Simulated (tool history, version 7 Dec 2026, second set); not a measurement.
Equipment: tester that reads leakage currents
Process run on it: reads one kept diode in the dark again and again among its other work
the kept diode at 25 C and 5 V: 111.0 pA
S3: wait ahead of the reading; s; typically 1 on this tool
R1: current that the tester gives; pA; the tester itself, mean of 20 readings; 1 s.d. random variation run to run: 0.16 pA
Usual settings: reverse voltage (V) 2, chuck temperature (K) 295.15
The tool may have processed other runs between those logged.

{"run": 1, "hour": 0.0, "reverse voltage (V)": 2, "chuck temperature (K)": 295.15, "S3": 1, "R1": 58.34}
{"run": 2, "hour": 112.5, "reverse voltage (V)": 2, "chuck temperature (K)": 295.15, "S3": 1, "R1": 58.82}
{"run": 3, "hour": 275.9, "reverse voltage (V)": 9.09, "chuck temperature (K)": 295.15, "S3": 1, "R1": 135.06}
{"run": 4, "hour": 447.4, "reverse voltage (V)": 9.09, "chuck temperature (K)": 295.15, "S3": 1, "R1": 136.55}
{"run": 5, "hour": 522.8, "reverse voltage (V)": 1.31, "chuck temperature (K)": 295.15, "S3": 1, "R1": 48.21}
{"run": 6, "hour": 652.5, "reverse voltage (V)": 1.31, "chuck temperature (K)": 295.15, "S3": 1, "R1": 46.72}
{"run": 7, "hour": 824.9, "reverse voltage (V)": 1.31, "chuck temperature (K)": 295.15, "S3": 1, "R1": 47.02}
{"run": 8, "hour": 975.3, "reverse voltage (V)": 1.31, "chuck temperature (K)": 295.15, "S3": 1, "R1": 47.66}
{"run": 9, "hour": 1145.4, "reverse voltage (V)": 2, "chuck temperature (K)": 295.15, "S3": 1, "R1": 59.41}
{"run": 10, "hour": 1225.6, "reverse voltage (V)": 2, "chuck temperature (K)": 295.15, "S3": 1, "R1": 59.86}
{"run": 11, "hour": 1400.9, "reverse voltage (V)": 2, "chuck temperature (K)": 306.15, "S3": 1, "R1": 170.41}
{"run": 12, "hour": 1527.2, "reverse voltage (V)": 2, "chuck temperature (K)": 306.15, "S3": 1, "R1": 171.81}
{"run": 13, "hour": 1626.2, "reverse voltage (V)": 2, "chuck temperature (K)": 295.15, "S3": 0.45, "R1": 61.72}
{"run": 14, "hour": 1760.8, "reverse voltage (V)": 2, "chuck temperature (K)": 295.15, "S3": 0.45, "R1": 61.99}
{"run": 15, "hour": 1871.3, "reverse voltage (V)": 2.14, "chuck temperature (K)": 295.15, "S3": 1, "R1": 64.64}
{"run": 16, "hour": 2041.1, "reverse voltage (V)": 2.14, "chuck temperature (K)": 295.15, "S3": 1, "R1": 64.83}
{"run": 17, "hour": 2212.7, "reverse voltage (V)": 2, "chuck temperature (K)": 313.15, "S3": 1, "R1": 331.19}
{"run": 18, "hour": 2357.5, "reverse voltage (V)": 2, "chuck temperature (K)": 313.15, "S3": 1, "R1": 332.75}
{"run": 19, "hour": 2484.4, "reverse voltage (V)": 2, "chuck temperature (K)": 295.15, "S3": 0.3, "R1": 65.14}
{"run": 20, "hour": 2578.2, "reverse voltage (V)": 2, "chuck temperature (K)": 295.15, "S3": 0.3, "R1": 65.3}
{"run": 21, "hour": 2706.1, "reverse voltage (V)": 2, "chuck temperature (K)": 295.15, "S3": 0.3, "R1": 65.71}
{"run": 22, "hour": 2846.8, "reverse voltage (V)": 2, "chuck temperature (K)": 295.15, "S3": 0.3, "R1": 66.53}
{"run": 23, "hour": 3024.0, "reverse voltage (V)": 2, "chuck temperature (K)": 295.15, "S3": 0.3, "R1": 67.02}
{"run": 24, "hour": 3133.2, "reverse voltage (V)": 2, "chuck temperature (K)": 301.15, "S3": 1.21, "R1": 117.22}
{"run": 25, "hour": 3306.4, "reverse voltage (V)": 2, "chuck temperature (K)": 301.15, "S3": 1.21, "R1": 94.75}
{"run": 26, "hour": 3482.4, "reverse voltage (V)": 1.77, "chuck temperature (K)": 321.15, "S3": 0.32, "R1": 530.6}
{"run": 27, "hour": 3615.2, "reverse voltage (V)": 1.77, "chuck temperature (K)": 321.15, "S3": 0.32, "R1": 533.56}
{"run": 28, "hour": 3726.1, "reverse voltage (V)": 2.26, "chuck temperature (K)": 294.15, "S3": 1.57, "R1": 50.88}
{"run": 29, "hour": 3906.0, "reverse voltage (V)": 2, "chuck temperature (K)": 299.15, "S3": 1, "R1": 78.97}
{"run": 30, "hour": 4025.2, "reverse voltage (V)": 2, "chuck temperature (K)": 296.15, "S3": 0.43, "R1": 59.65}
{"run": 31, "hour": 4176.5, "reverse voltage (V)": 2, "chuck temperature (K)": 296.15, "S3": 0.43, "R1": 60.01}
{"run": 32, "hour": 4320.3, "reverse voltage (V)": 1.45, "chuck temperature (K)": 312.15, "S3": 1.02, "R1": 226.81}
{"run": 33, "hour": 4493.6, "reverse voltage (V)": 2, "chuck temperature (K)": 332.15, "S3": 0.39, "R1": 1422.01}
{"run": 34, "hour": 4657.0, "reverse voltage (V)": 2, "chuck temperature (K)": 332.15, "S3": 0.39, "R1": 1434.99}
{"run": 35, "hour": 4782.8, "reverse voltage (V)": 2, "chuck temperature (K)": 332.15, "S3": 5.74, "R1": 1440.42}
{"run": 36, "hour": 4928.6, "reverse voltage (V)": 3.75, "chuck temperature (K)": 308.15, "S3": 1.11, "R1": 265.87}
{"run": 37, "hour": 5082.1, "reverse voltage (V)": 3.75, "chuck temperature (K)": 308.15, "S3": 1.11, "R1": 265.93}
{"run": 38, "hour": 5216.5, "reverse voltage (V)": 3.75, "chuck temperature (K)": 308.15, "S3": 1.11, "R1": 267.73}

Not shown: 3 entries that the log had between the listed runs. Between which runs, and how does the tool's hidden state differ before and after?
After run 5, before run 6: probe card cleaned and baked (hour 645.6)
  stray current of the dirty probe card, pA a volt: 1.236 -> 0.025; current scale over the true one, %: 0.44 -> 0.46; true chuck temperature over the reading, C: 1.01 -> 1.06
  measured result minus the result with no hidden state, R1: +6.22 -> +4.85 pA
After run 24, before run 25: chuck's temperature calibrated (hour 3204.2)
  stray current of the dirty probe card, pA a volt: 1.075 -> 1.154; current scale over the true one, %: 0.79 -> 0.81; true chuck temperature over the reading, C: 2.12 -> -0.15
  measured result minus the result with no hidden state, R1: +23.85 -> +1.67 pA
After run 26, before run 27: probe card cleaned and baked (hour 3615.2)
  stray current of the dirty probe card, pA a volt: 1.226 -> 0.022; current scale over the true one, %: 0.83 -> 0.85; true chuck temperature over the reading, C: -0.07 -> -0.01
  measured result minus the result with no hidden state, R1: +3.32 -> +3.88 pA
